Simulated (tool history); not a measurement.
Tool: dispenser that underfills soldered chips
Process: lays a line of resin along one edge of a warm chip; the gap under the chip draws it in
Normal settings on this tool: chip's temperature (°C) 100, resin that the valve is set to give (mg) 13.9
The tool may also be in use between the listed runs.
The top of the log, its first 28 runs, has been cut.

run	day	chip's temperature (°C)	resin that the valve is set to give (mg)	hours of work since the syringe was changed	hours of work since the valve was cleaned	hours of work since the stage was calibrated	time until the resin shows at the far edge (s)	resin that the valve gave (mg)
29	7.796	92	14.6	6	44	262	95.5	14.08
# day 8.058: new syringe of resin
30	8.15	112	14.6	1	49	267	31.8	14.04
31	8.388	107	16.5	5	53	270	47.3	15.85
# day 8.721: new syringe of resin
32	8.762	107	16.5	1	58	275	36.1	15.75
# day 9.021: dispensing valve cleaned and set on the balance
33	9.142	107	16.5	5	2	280	48.9	16.56
34	9.296	107	13.4	8	4	282	55.9	13.35
# day 9.412: new syringe of resin
35	9.575	107	13.4	2	8	286	40.3	13.36
36	9.779	103	14.5	5	11	289	56.3	14.36

Below are 4 alternative next runs, each starting from the tool's condition after run 36. Predict each:
A	9.942	108	14	8	13	292	?	?
B	9.942	97	13.5	8	13	292	?	?
C	9.942	95	16.8	8	13	292	?	?
D	9.942	103	14	8	13	292	?	?

run	time until the resin shows at the far edge (s)	resin that the valve gave (mg)
A	54.9	13.94
B	85.2	13.42
C	90.7	16.82
D	66.1	13.92
Take away the tool's hidden state, keep each run's random variation, and the runs would have read:
run	time until the resin shows at the far edge (s)	resin that the valve gave (mg)
A	36.8	14.03
B	57.2	13.51
C	61.3	16.93
D	44.4	14.01

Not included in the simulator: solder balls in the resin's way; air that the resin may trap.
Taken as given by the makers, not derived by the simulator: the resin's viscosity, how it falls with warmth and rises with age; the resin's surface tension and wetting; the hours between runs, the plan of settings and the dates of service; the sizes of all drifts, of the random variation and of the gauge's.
